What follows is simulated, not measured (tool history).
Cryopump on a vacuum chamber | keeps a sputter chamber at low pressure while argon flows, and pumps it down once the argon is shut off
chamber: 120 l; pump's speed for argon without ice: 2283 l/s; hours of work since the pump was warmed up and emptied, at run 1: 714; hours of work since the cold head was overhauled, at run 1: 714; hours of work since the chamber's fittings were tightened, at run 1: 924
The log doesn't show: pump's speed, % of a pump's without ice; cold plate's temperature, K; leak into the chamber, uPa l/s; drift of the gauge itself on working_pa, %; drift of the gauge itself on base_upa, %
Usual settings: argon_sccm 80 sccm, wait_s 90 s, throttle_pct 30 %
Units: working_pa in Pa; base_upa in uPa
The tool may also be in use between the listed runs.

| run | day | argon_sccm | wait_s | throttle_pct | hours of work since the pump was warmed up and emptied | hours of work since the cold head was overhauled | hours of work since the chamber's fittings were tightened | working_pa | base_upa |
|---|---|---|---|---|---|---|---|---|---|
| 1 | 0 | 80 | 90 | 30 | 714 | 714 | 924 | 0.2116 | 0.79 |
| 2 | 2.929 | 80 | 90 | 30 | 755 | 755 | 965 | 0.2129 | 0.89 |
| 3 | 4.379 | 80 | 90 | 30 | 774 | 774 | 985 | 0.2117 | 0.89 |
| 4 | 6.946 | 80 | 90 | 30 | 810 | 810 | 1020 | 0.2131 | 0.94 |
| 5 | 8.546 | 80 | 90 | 30 | 832 | 832 | 1042 | 0.2147 | 0.9 |
| 6 | 10.983 | 80 | 41 | 30 | 865 | 865 | 1075 | 0.214 | 1.23 |
| 7 | 12.512 | 80 | 90 | 30 | 886 | 886 | 1096 | 0.2169 | 0.95 |
| 8 | 14.05 | 80 | 90 | 30 | 907 | 907 | 1117 | 0.217 | 0.99 |
|  | 15.458 | pump warmed up, emptied and cooled again |
| 9 | 17.167 | 80 | 90 | 30 | 24 | 947 | 1158 | 0.2 | 0.83 |
| 10 | 19.762 | 80 | 90 | 30 | 59 | 983 | 1193 | 0.1972 | 0.86 |
| 11 | 21.45 | 72 | 90 | 30 | 82 | 1006 | 1216 | 0.1809 | 0.9 |
| 12 | 22.775 | 72 | 90 | 30 | 101 | 1024 | 1235 | 0.18 | 0.89 |
| 13 | 24.521 | 80 | 90 | 30 | 125 | 1049 | 1259 | 0.2017 | 0.9 |
| 14 | 25.788 | 80 | 90 | 30 | 142 | 1066 | 1276 | 0.2006 | 0.9 |
| 15 | 27.525 | 80 | 90 | 30 | 166 | 1090 | 1300 | 0.2013 | 0.97 |
| 16 | 29.733 | 80 | 90 | 30 | 196 | 1120 | 1330 | 0.2024 | 0.94 |
| 17 | 32.492 | 80 | 90 | 30 | 234 | 1158 | 1368 | 0.2018 | 0.97 |
| 18 | 34.379 | 80 | 90 | 30 | 260 | 1184 | 1394 | 0.2039 | 1.02 |
| 19 | 37.317 | 80 | 90 | 30 | 301 | 1224 | 1435 | 0.204 | 0.95 |
| 20 | 39.804 | 38 | 31 | 30 | 335 | 1259 | 1469 | 0.0964 | 1.41 |
| 21 | 41.908 | 38 | 31 | 35 | 364 | 1288 | 1498 | 0.0841 | 1.49 |
| 22 | 44.379 | 38 | 31 | 35 | 398 | 1322 | 1532 | 0.0842 | 1.52 |
| 23 | 46.792 | 53 | 58 | 52 | 431 | 1355 | 1565 | 0.0811 | 1.27 |
| 24 | 49.054 | 57 | 90 | 21 | 462 | 1386 | 1596 | 0.2069 | 1.11 |
| 25 | 51.883 | 67 | 45 | 30 | 501 | 1425 | 1635 | 0.1728 | 1.37 |
| 26 | 54.517 | 67 | 112 | 30 | 537 | 1461 | 1671 | 0.1736 | 1.15 |
| 27 | 57.3 | 67 | 112 | 30 | 575 | 1499 | 1709 | 0.175 | 1.15 |
| 28 | 58.958 | 75 | 90 | 40 | 598 | 1522 | 1732 | 0.1502 | 1.19 |
| 29 | 60.733 | 80 | 83 | 27 | 623 | 1546 | 1757 | 0.2329 | 1.27 |
| 30 | 63.442 | 80 | 40 | 44 | 660 | 1584 | 1794 | 0.1483 | 1.56 |
| 31 | 65.496 | 40 | 26 | 29 | 688 | 1612 | 1822 | 0.1099 | 1.84 |
| 32 | 68.558 | 40 | 26 | 29 | 730 | 1654 | 1864 | 0.1101 | 1.93 |
| 33 | 69.971 | 40 | 26 | 29 | 750 | 1673 | 1884 | 0.1105 | 1.88 |
| 34 | 72.883 | 62 | 123 | 22 | 790 | 1713 | 1924 | 0.2223 | 1.32 |
| 35 | 74.767 | 88 | 90 | 37 | 815 | 1739 | 1949 | 0.1958 | 1.42 |

Forecast each of these 3 alternatives for the next run:
| A | 77.683 | 126 | 20 | 30 | 856 | 1779 | 1990 | ? | ? |
| B | 77.683 | 49 | 56 | 37 | 856 | 1779 | 1990 | ? | ? |
| C | 77.683 | 53 | 272 | 42 | 856 | 1779 | 1990 | ? | ? |

| run | working_pa | base_upa |
|---|---|---|
| A | 0.3397 | 2.25 |
| B | 0.1103 | 1.56 |
| C | 0.1056 | 1.34 |
Without the tool's hidden state the same runs would have given:
| run | working_pa | base_upa |
|---|---|---|
| A | 0.3103 | 1.17 |
| B | 0.0988 | 0.48 |
| C | 0.0932 | 0.22 |
